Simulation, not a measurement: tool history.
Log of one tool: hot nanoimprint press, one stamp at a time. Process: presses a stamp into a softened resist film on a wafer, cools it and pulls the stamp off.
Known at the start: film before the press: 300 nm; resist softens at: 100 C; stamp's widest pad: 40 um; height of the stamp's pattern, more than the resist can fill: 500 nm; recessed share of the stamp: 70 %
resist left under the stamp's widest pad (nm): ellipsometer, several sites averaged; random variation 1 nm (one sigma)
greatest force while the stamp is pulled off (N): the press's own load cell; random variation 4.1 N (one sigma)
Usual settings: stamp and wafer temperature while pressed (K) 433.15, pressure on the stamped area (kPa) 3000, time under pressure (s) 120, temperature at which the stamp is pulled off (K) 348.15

run     day  stamp and wafer temperature while pressed (K)  pressure on the stamped area (kPa)  time under pressure (s)  temperature at which the stamp is pulled off (K)  resist left under the stamp's widest pad (nm)  greatest force while the stamp is pulled off (N)
  1   0.000                                         433.15                                3000                      120                                            348.15                                          146.6                                               208
  2   0.275                                         433.15                                2600                      120                                            348.15                                          158.5                                               194
  3   0.683                                         433.15                                2600                      120                                            348.15                                          158.3                                               195
  4   0.879                                         433.15                                3000                      120                                            349.15                                          147.4                                               200
  5   1.271                                         433.15                                3000                      120                                            345.15                                          146.7                                               219
  6   1.629                                         433.15                                3000                      120                                            345.15                                          146.0                                               207
  7   2.004                                         433.15                                3000                      120                                            345.15                                          145.8                                               214
  8   2.342                                         433.15                                3000                      120                                            345.15                                          146.6                                               215
  9   2.533                                         433.15                                3000                      120                                            338.15                                          148.0                                               251
 10   2.804                                         433.15                                3000                      120                                            338.15                                          146.7                                               254
 11   3.204                                         433.15                                3000                      120                                            348.15                                          146.5                                               192
 12   3.554                                         433.15                                3000                      120                                            353.15                                          147.5                                               177
 13   3.917                                         433.15                                3000                      120                                            353.15                                          146.8                                               176
 14   4.383                                         433.15                                3000                      120                                            353.15                                          146.0                                               170
 15   4.821                                         433.15                                3350                      120                                            348.15                                          138.6                                               194
 16   5.288                                         433.15                                3350                      120                                            348.15                                          137.6                                               197
 17   5.504                                         433.15                                3350                      120                                            348.15                                          138.5                                               189
 18   5.833                                         433.15                                3350                      120                                            348.15                                          139.3                                               196
 19   6.167                                         433.15                                3350                      120                                            348.15                                          139.3                                               199
 20   6.367                                         439.15                                1920                      138                                            339.15                                          133.6                                               244
 21   6.604                                         439.15                                1920                      138                                            348.15                                          134.6                                               191
      6.783  -- plate thermocouple calibrated
 22   6.992                                         433.15                                3000                      120                                            336.15                                          147.3                                               258
 23   7.217                                         428.15                                3000                       69                                            348.15                                          211.8                                               198
 24   7.508                                         428.15                                3000                       69                                            348.15                                          213.5                                               195
 25   7.962                                         428.15                                3000                       69                                            348.15                                          214.2                                               197
 26   8.154                                         428.15                                3000                       69                                            348.15                                          212.9                                               200
 27   8.604                                         444.15                                4670                      207                                            350.15                                           53.7                                               191
 28   9.008                                         432.15                                3030                      207                                            339.15                                          128.8                                               242
 29   9.467                                         432.15                                3030                      207                                            339.15                                          127.6                                               235
 30   9.771                                         432.15                                3030                      207                                            339.15                                          128.4                                               248
 31  10.242                                         423.15                                2190                       63                                            348.15                                          267.6                                               200

Forecast each of these 3 alternatives for the next run:
  A  10.700                                         423.15                                4260                       63                                            348.15                                              ?                                                 ?
  B  10.700                                         433.15                                2500                       93                                            348.15                                              ?                                                 ?
  C  10.700                                         433.15                                3000                       66                                            340.15                                              ?                                                 ?

run  resist left under the stamp's widest pad (nm)  greatest force while the stamp is pulled off (N)
  A                                          229.6                                               200
  B                                          172.4                                               204
  C                                          176.3                                               249
Without the tool's hidden state the same runs would have given:
run  resist left under the stamp's widest pad (nm)  greatest force while the stamp is pulled off (N)
  A                                          229.6                                               199
  B                                          172.4                                               203
  C                                          176.3                                               247
